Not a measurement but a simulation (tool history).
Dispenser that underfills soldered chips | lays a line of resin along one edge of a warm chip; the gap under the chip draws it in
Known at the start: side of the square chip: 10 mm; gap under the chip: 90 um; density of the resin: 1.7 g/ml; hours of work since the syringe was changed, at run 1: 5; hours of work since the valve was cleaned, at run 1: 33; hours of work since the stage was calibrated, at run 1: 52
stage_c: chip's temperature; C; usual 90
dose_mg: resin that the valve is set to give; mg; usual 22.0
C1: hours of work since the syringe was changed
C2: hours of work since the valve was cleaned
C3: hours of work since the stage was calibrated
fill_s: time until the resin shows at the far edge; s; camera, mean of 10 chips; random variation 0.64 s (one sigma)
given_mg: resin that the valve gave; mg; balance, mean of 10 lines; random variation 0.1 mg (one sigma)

Run 1, hour 0.0: usual settings; C1 5; C2 33; C3 52. Result: fill_s 76.0 s, given_mg 21.44 mg.
At hour 9.9: new syringe of resin.
Run 2, hour 13.8: usual settings but dose_mg 24.8 mg; C1 3; C2 44; C3 62. Result: fill_s 66.4 s, given_mg 24.06 mg.
Run 3, hour 22.1: usual settings but dose_mg 24.8 mg; C1 9; C2 50; C3 69. Result: fill_s 91.5 s, given_mg 24.02 mg.
At hour 25.9: new syringe of resin.
At hour 29.6: dispensing valve cleaned and set on the balance.
Run 4, hour 31.4: usual settings but dose_mg 24.8 mg; C1 3; C2 1; C3 74. Result: fill_s 68.7 s, given_mg 24.89 mg.
At hour 43.2: new syringe of resin.
Run 5, hour 46.6: usual settings; C1 3; C2 12; C3 86. Result: fill_s 65.4 s, given_mg 21.94 mg.
At hour 59.4: new syringe of resin.
Run 6, hour 60.7: usual settings; C1 1; C2 23; C3 96. Result: fill_s 61.9 s, given_mg 21.80 mg.
At hour 75.8: new syringe of resin.
Run 7, hour 76.4: usual settings; C1 0; C2 34; C3 107. Result: fill_s 59.8 s, given_mg 21.50 mg.
At hour 91.6: new syringe of resin.
Run 8, hour 92.2: usual settings; C1 0; C2 46; C3 119. Result: fill_s 59.2 s, given_mg 21.19 mg.
At hour 105.6: dispensing valve cleaned and set on the balance.
At hour 108.3: new syringe of resin.
Run 9, hour 108.5: usual settings; C1 0; C2 2; C3 130. Result: fill_s 60.0 s, given_mg 21.93 mg.
Run 10, hour 119.3: usual settings; C1 8; C2 10; C3 138. Result: fill_s 90.3 s, given_mg 21.97 mg.
At hour 124.7: new syringe of resin.
Run 11, hour 133.9: usual settings; C1 7; C2 21; C3 149. Result: fill_s 85.2 s, given_mg 21.68 mg.
At hour 141.2: new syringe of resin.
Run 12, hour 142.5: usual settings; C1 1; C2 27; C3 155. Result: fill_s 61.8 s, given_mg 21.64 mg.
Run 13, hour 151.8: usual settings; C1 8; C2 34; C3 162. Result: fill_s 89.6 s, given_mg 21.34 mg.
At hour 157.5: new syringe of resin.
Run 14, hour 162.0: usual settings but stage_c 97 C; C1 3; C2 41; C3 169. Result: fill_s 50.7 s, given_mg 21.20 mg.
At hour 173.9: new syringe of resin.
Run 15, hour 174.1: usual settings; C1 0; C2 50; C3 178. Result: fill_s 58.6 s, given_mg 21.21 mg.
At hour 180.9: dispensing valve cleaned and set on the balance.
Run 16, hour 187.9: usual settings; C1 10; C2 5; C3 188. Result: fill_s 99.4 s, given_mg 22.04 mg.
At hour 191.3: new syringe of resin.
Run 17, hour 202.8: usual settings; C1 9; C2 16; C3 199. Result: fill_s 91.2 s, given_mg 21.68 mg.
At hour 207.2: new syringe of resin.
Run 18, hour 212.6: usual settings; C1 4; C2 23; C3 206. Result: fill_s 72.4 s, given_mg 21.83 mg.
At hour 223.6: new syringe of resin.
Run 19, hour 228.6: usual settings but stage_c 82 C, dose_mg 22.4 mg; C1 4; C2 35; C3 217. Result: fill_s 106.8 s, given_mg 21.71 mg.
At hour 239.3: new syringe of resin.
Run 20, hour 241.8: usual settings but stage_c 102 C, dose_mg 22.4 mg; C1 2; C2 45; C3 227. Result: fill_s 38.0 s, given_mg 21.98 mg.
Run 21, hour 252.9: usual settings but stage_c 102 C, dose_mg 22.4 mg; C1 10; C2 53; C3 235. Result: fill_s 60.2 s, given_mg 21.48 mg.
At hour 255.3: new syringe of resin.
At hour 256.3: dispensing valve cleaned and set on the balance.
Run 22, hour 266.5: usual settings but stage_c 96 C; C1 8; C2 8; C3 244. Result: fill_s 66.4 s, given_mg 21.77 mg.
At hour 272.2: new syringe of resin.
Run 23, hour 276.0: usual settings but stage_c 79 C, dose_mg 23.4 mg; C1 3; C2 14; C3 251. Result: fill_s 116.4 s, given_mg 23.12 mg.
Run 24, hour 285.8: usual settings but stage_c 79 C, dose_mg 20.0 mg; C1 10; C2 22; C3 259. Result: fill_s 186.1 s, given_mg 19.63 mg.
At hour 288.5: new syringe of resin.
Run 25, hour 293.8: usual settings but stage_c 101 C, dose_mg 19.7 mg; C1 4; C2 27; C3 264. Result: fill_s 45.9 s, given_mg 19.32 mg.
At hour 304.2: new syringe of resin.
Run 26, hour 304.5: usual settings but stage_c 75 C, dose_mg 19.7 mg; C1 0; C2 35; C3 272. Result: fill_s 129.7 s, given_mg 19.31 mg.
Run 27, hour 313.0: usual settings but stage_c 104 C, dose_mg 21.4 mg; C1 7; C2 42; C3 278. Result: fill_s 44.5 s, given_mg 20.76 mg.
At hour 320.4: new syringe of resin.
Run 28, hour 325.8: usual settings but stage_c 104 C, dose_mg 21.4 mg; C1 4; C2 51; C3 288. Result: fill_s 40.7 s, given_mg 20.72 mg.
At hour 331.7: dispensing valve cleaned and set on the balance.
At hour 337.9: new syringe of resin.
Run 29, hour 338.9: usual settings but stage_c 104 C, dose_mg 21.4 mg; C1 1; C2 5; C3 297. Result: fill_s 32.5 s, given_mg 21.28 mg.
At hour 354.3: new syringe of resin.
Run 30, hour 354.8: usual settings but stage_c 104 C, dose_mg 21.4 mg; C1 0; C2 17; C3 308. Result: fill_s 32.2 s, given_mg 21.07 mg.
At hour 370.3: new syringe of resin.
Run 31, hour 371.1: usual settings but stage_c 91 C, dose_mg 22.9 mg; C1 1; C2 29; C3 320. Result: fill_s 58.4 s, given_mg 22.33 mg.

The next listed run, before its measurement:
Run 32, hour 382.5: usual settings but stage_c 96 C, dose_mg 20.6 mg; C1 9; C2 37; C3 329. Result: fill_s ?, given_mg ?.

fill_s: 74.4 s
given_mg: 20.09 mg
Without the tool's hidden state the same run would have given fill_s 44.1 s, given_mg 20.62 mg.
